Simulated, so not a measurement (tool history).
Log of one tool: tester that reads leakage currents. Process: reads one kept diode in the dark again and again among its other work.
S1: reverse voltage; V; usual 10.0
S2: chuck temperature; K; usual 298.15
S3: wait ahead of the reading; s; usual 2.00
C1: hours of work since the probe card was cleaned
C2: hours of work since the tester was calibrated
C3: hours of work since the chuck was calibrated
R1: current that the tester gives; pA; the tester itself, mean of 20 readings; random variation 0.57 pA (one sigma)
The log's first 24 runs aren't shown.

run	hour	S1	S2	S3	C1	C2	C3	R1
25	1473.5	2.3	317.15	4.49	1634	2276	200	341.04
26	1562.6	7.7	298.15	2.00	1700	2342	266	171.35
27	1638.5	7.7	298.15	2.00	1757	2398	323	169.94
28	1702.6	1.8	300.15	1.02	1804	2446	370	87.78
29	1753.2	1.0	324.15	0.32	1842	2483	408	343.46
30	1835.5	1.0	324.15	0.32	1903	2544	469	343.04
31	1904.2	7.9	324.15	3.08	1954	2595	520	1037.75
32	1999.7	7.9	324.15	0.69	2025	2666	591	1041.22
33	2090.7	1.2	324.15	2.78	2092	2734	658	371.20
# hour 2147.1: probe card cleaned and baked
34	2156.6	17.9	313.15	1.41	7	2780	705	748.47
35	2247.3	10.0	322.15	2.00	74	2848	772	1007.70
36	2315.2	10.0	299.15	2.47	125	2898	823	192.43
37	2376.5	10.0	299.15	2.47	170	2943	868	192.98
38	2447.5	10.0	293.15	2.00	223	2996	921	121.52
39	2533.3	4.2	298.15	0.37	287	3060	984	114.62

Forecast each of these 4 alternatives for the next run:
A	2622.2	3.6	294.15	4.19	352	3126	1050	?
B	2622.2	4.2	303.15	1.64	352	3126	1050	?
C	2622.2	6.0	298.15	1.39	352	3126	1050	?
D	2622.2	6.6	298.15	0.37	352	3126	1050	?

run	R1
A	74.25
B	162.19
C	135.01
D	146.72
Without the tool's hidden state the same runs would have given:
run	R1
A	79.57
B	174.06
C	144.47
D	156.63
